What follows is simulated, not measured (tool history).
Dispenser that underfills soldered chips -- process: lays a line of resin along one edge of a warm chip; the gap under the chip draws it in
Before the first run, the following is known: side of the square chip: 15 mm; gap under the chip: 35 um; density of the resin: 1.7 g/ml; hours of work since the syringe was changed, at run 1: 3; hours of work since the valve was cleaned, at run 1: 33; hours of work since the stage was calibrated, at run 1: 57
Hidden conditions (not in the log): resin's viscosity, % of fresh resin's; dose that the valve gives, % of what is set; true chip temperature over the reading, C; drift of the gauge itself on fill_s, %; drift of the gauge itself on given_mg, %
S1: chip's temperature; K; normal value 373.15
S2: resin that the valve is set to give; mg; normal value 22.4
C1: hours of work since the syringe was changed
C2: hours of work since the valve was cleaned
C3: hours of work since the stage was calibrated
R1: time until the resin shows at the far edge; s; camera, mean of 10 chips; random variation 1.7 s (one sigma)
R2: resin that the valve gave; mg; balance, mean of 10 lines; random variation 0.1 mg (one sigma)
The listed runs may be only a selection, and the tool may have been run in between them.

run,hour,S1,S2,C1,C2,C3,R1,R2
1,0.0,373.15,22.4,3,33,57,209.8,21.92
# hour 10.2: new syringe of resin
2,10.2,373.15,23.1,0,40,64,166.0,22.47
3,18.0,373.15,19.5,5,45,69,253.8,18.70
4,22.7,373.15,19.1,9,49,72,326.3,18.37
# hour 24.6: new syringe of resin
5,32.9,373.15,19.1,6,55,79,269.0,18.63
# hour 38.9: new syringe of resin
6,38.9,373.15,19.1,0,59,83,169.2,18.41
7,47.9,373.15,19.1,6,65,89,269.8,18.08
8,52.5,369.15,22.4,9,69,92,377.3,21.34
# hour 53.6: new syringe of resin
9,60.7,385.15,22.4,5,74,98,163.6,21.23
10,66.0,373.15,22.4,8,78,101,316.1,21.33
# hour 68.0: new syringe of resin
11,70.8,383.15,22.4,2,81,104,139.5,21.30
12,80.9,383.15,22.4,9,88,111,232.8,21.27
# hour 82.1: new syringe of resin
13,87.2,383.15,22.4,3,92,115,159.7,20.98
14,94.1,383.15,27.0,8,96,120,217.0,25.19
# hour 96.2: new syringe of resin
15,104.0,383.15,27.0,5,103,127,180.2,25.17
# hour 110.4: new syringe of resin
16,110.7,383.15,27.0,0,107,131,121.1,25.10
17,115.2,373.15,22.4,3,111,134,216.1,20.75
# hour 124.6: new syringe of resin
18,125.1,373.15,22.4,0,117,141,168.8,20.76
# hour 127.8: dispensing valve cleaned and set on the balance
19,135.1,384.15,26.7,7,5,147,188.4,26.51
# hour 140.1: new syringe of resin
20,144.8,384.15,21.2,3,11,153,150.8,21.07
21,149.4,384.15,21.2,6,15,156,188.2,21.27
22,153.6,384.15,21.2,9,17,159,225.4,21.03
# hour 154.6: new syringe of resin
23,160.4,367.15,27.3,4,22,164,264.3,27.02
24,166.3,378.15,22.4,8,26,168,256.8,22.22
# hour 168.6: new syringe of resin
25,171.4,361.15,28.1,2,29,171,290.3,27.47
26,178.4,364.15,22.4,7,34,176,371.4,21.93
# hour 183.1: new syringe of resin
27,186.0,384.15,25.0,2,39,181,132.6,24.56
28,191.3,370.15,26.0,6,43,184,269.8,25.36
29,196.3,373.15,23.8,9,46,188,322.1,23.18
# hour 197.5: new syringe of resin
30,201.8,372.15,22.1,3,50,191,209.4,21.67
31,211.1,371.15,23.9,9,56,198,350.2,23.03
# hour 211.9: new syringe of resin
32,216.6,370.15,22.3,3,60,201,228.6,21.57
33,223.4,371.15,21.2,8,64,206,319.1,20.41
# hour 226.7: new syringe of resin
34,229.3,371.15,21.2,2,68,210,205.0,20.48
35,236.6,371.15,22.4,7,73,215,289.1,21.30

3 options for the next run, each taken on its own from the tool as it stands now. Forecast them:
# hour 240.8: new syringe of resin
A,245.4,377.15,26.2,3,79,221,?,?
# hour 240.8: new syringe of resin
B,245.4,373.15,19.9,3,79,221,?,?
# hour 240.8: new syringe of resin
C,245.4,373.15,26.4,3,79,221,?,?

run,R1,R2
A,184.1,25.14
B,213.2,19.31
C,207.2,25.14
Without the tool's unlogged condition, the same runs would have read:
run,R1,R2
A,150.8,26.36
B,173.7,20.25
C,170.0,26.37

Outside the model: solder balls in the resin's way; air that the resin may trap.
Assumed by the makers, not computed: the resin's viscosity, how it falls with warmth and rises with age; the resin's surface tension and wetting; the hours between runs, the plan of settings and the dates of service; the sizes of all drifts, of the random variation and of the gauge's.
